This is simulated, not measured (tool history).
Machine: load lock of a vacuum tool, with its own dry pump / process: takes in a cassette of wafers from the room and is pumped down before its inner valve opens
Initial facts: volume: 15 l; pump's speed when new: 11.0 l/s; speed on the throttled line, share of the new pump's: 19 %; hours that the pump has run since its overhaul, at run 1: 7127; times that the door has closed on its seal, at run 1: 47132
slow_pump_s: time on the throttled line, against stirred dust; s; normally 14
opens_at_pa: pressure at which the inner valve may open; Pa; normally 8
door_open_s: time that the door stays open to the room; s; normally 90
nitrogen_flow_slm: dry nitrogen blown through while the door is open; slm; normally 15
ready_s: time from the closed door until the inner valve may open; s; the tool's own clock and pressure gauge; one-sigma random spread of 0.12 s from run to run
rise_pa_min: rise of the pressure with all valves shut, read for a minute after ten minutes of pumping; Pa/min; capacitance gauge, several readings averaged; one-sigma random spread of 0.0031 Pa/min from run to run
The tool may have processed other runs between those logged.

run    hour  slow_pump_s  opens_at_pa  door_open_s  nitrogen_flow_slm  hours that the pump has run since its overhaul  times that the door has closed on its seal  incoming humidity of the room's air, %  ready_s  rise_pa_min
  1       0           14            8           90                 15                                            7127                                       47132                                    41.9     25.1         0.31
  2     357           14            8           90                 15                                            7484                                       48670                                    48.9     25.1        0.328
  3   667.9           14            8           90                 29                                            7795                                       50009                                    44.7       25        0.328
  4  1050.7           14            8           90                 15                                            8178                                       51658                                    45.3     25.3        0.364
  5  1473.8           14            8           90                 15                                            8601                                       53480                                    43.4     25.2        0.371
  6  1738.3           14            8          143                 15                                            8866                                       54620                                    47.2     25.3        0.396
  7  2325.8           11            8          143                 15                                            9453                                       57150                                    43.4     23.2        0.422
  8  2802.6           14            8          177                 15                                            9930                                       59204                                    46.1     25.5        0.467
  9  3373.1           14           11           90                 15                                           10501                                       61661                                    45.2       25        0.463
 10  3636.9           14           11           90                 15                                           10764                                       62797                                    45.5     25.3        0.474
 11  4128.4           14           11           90                 15                                           11256                                       64914                                      46     25.2        0.485
 12  4592.4           14            8           34                 15                                           11720                                       66913                                    48.7     25.8        0.505
 13    4948           14            8           34                 15                                           12075                                       68444                                    42.9     25.6        0.507
 14  5350.4           14            8           34                 15                                           12478                                       70177                                    47.9     25.8        0.531
 15  5837.6           14            8           34                 15                                           12965                                       72276                                    46.8     25.9        0.564
 16  6366.8           14            7           34                 15                                           13494                                       74555                                    43.9     26.2        0.593
 17  6859.2           14            7           34                 15                                           13987                                       76676                                    42.6     26.4        0.607
 18    7208           17           13           56                  7                                           14335                                       78178                                    42.1     27.8        0.644
     7344.3  -- door's seal changed, seat wiped
 19  7758.7           17            6          209                  7                                           14885                                        1785                                    48.3     29.1        0.128
 20  8231.5           12            6          209                  7                                           15357                                        3821                                      46     25.4        0.126
     8748.8  -- dry pump taken out, an overhauled one fitted
 21  8758.8           19            7           90                 15                                              10                                        6067                                    43.8     28.5        0.085
 22  9127.2           14            8           90                  6                                             378                                        7653                                    45.8     24.5        0.097

What does the tool deliver on the next run?
 23  9569.8           12            6           80                 12                                             821                                        9559                                    42.8        ?            ?

Logged for run 23: ready_s 23.3 s, rise_pa_min 0.095 Pa/min.
Without the tool's hidden state the same run would have given ready_s 23.3 s, rise_pa_min 0.064 Pa/min.
